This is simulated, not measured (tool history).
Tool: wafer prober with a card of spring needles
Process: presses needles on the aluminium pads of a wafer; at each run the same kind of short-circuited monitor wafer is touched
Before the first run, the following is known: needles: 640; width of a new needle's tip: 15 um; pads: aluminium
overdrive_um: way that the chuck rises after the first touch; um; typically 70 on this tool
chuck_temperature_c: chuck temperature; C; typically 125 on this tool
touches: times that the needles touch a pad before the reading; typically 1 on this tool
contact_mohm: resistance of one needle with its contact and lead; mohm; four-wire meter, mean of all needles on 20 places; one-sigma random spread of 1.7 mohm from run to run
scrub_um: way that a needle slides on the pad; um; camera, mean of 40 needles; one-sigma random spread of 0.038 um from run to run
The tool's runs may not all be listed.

Run 1, hour 0.0: usual settings. Result: contact_mohm 174 mohm, scrub_um 16.02 um.
At hour 7.2: tips cleaned on abrasive film.
At hour 18.2: tips cleaned on abrasive film.
Run 2, hour 18.2: usual settings. Result: contact_mohm 173 mohm, scrub_um 16.12 um.
At hour 29.7: tips cleaned on abrasive film.
Run 3, hour 34.9: usual settings. Result: contact_mohm 172 mohm, scrub_um 16.10 um.
At hour 41.3: tips cleaned on abrasive film.
Run 4, hour 50.9: usual settings. Result: contact_mohm 176 mohm, scrub_um 16.10 um.
At hour 52.4: tips cleaned on abrasive film.
At hour 63.5: tips cleaned on abrasive film.
Run 5, hour 65.2: usual settings. Result: contact_mohm 176 mohm, scrub_um 16.11 um.
At hour 75.1: tips cleaned on abrasive film.
Run 6, hour 84.7: usual settings but overdrive_um 88 um. Result: contact_mohm 172 mohm, scrub_um 20.28 um.
At hour 86.3: tips cleaned on abrasive film.
At hour 97.9: tips cleaned on abrasive film.
Run 7, hour 100.8: usual settings. Result: contact_mohm 175 mohm, scrub_um 16.16 um.
At hour 110.0: tips cleaned on abrasive film.
Run 8, hour 113.4: usual settings. Result: contact_mohm 173 mohm, scrub_um 16.10 um.
At hour 120.9: tips cleaned on abrasive film.
At hour 132.3: tips cleaned on abrasive film.
Run 9, hour 132.7: usual settings. Result: contact_mohm 174 mohm, scrub_um 16.17 um.
At hour 143.9: tips cleaned on abrasive film.
Run 10, hour 149.5: usual settings but overdrive_um 72 um. Result: contact_mohm 171 mohm, scrub_um 16.70 um.
At hour 155.3: tips cleaned on abrasive film.
At hour 166.3: tips cleaned on abrasive film.
Run 11, hour 166.3: usual settings but overdrive_um 72 um. Result: contact_mohm 172 mohm, scrub_um 16.67 um.
Run 12, hour 174.7: usual settings but overdrive_um 68 um, chuck_temperature_c 81 C, touches 2. Result: contact_mohm 168 mohm, scrub_um 15.67 um.
At hour 177.7: tips cleaned on abrasive film.
Run 13, hour 186.2: usual settings but overdrive_um 68 um, chuck_temperature_c 81 C. Result: contact_mohm 165 mohm, scrub_um 15.83 um.
At hour 189.1: tips cleaned on abrasive film.
Run 14, hour 199.1: usual settings but overdrive_um 68 um, chuck_temperature_c 81 C. Result: contact_mohm 168 mohm, scrub_um 15.74 um.
At hour 200.2: tips cleaned on abrasive film.
At hour 206.0: height of the first contact set anew.
Run 15, hour 208.0: usual settings but overdrive_um 68 um, chuck_temperature_c 81 C. Result: contact_mohm 167 mohm, scrub_um 15.70 um.

Predict each of these 3 candidate next runs independently; none follows another, all start after run 15:
At hour 212.4: tips cleaned on abrasive film.
Run A, hour 219.7: usual settings but overdrive_um 77 um, chuck_temperature_c 81 C, touches 3. Result: contact_mohm ?, scrub_um ?.
At hour 212.4: tips cleaned on abrasive film.
Run B, hour 219.7: usual settings but chuck_temperature_c 25 C. Result: contact_mohm ?, scrub_um ?.
At hour 212.4: tips cleaned on abrasive film.
Run C, hour 219.7: usual settings but overdrive_um 60 um, chuck_temperature_c 50 C, touches 2. Result: contact_mohm ?, scrub_um ?.

run  contact_mohm  scrub_um
  A           165     17.86
  B           156     16.28
  C           163     13.93
With no hidden state in the tool, these same runs would have given:
run  contact_mohm  scrub_um
  A           165     17.64
  B           156     16.07
  C           163     13.76

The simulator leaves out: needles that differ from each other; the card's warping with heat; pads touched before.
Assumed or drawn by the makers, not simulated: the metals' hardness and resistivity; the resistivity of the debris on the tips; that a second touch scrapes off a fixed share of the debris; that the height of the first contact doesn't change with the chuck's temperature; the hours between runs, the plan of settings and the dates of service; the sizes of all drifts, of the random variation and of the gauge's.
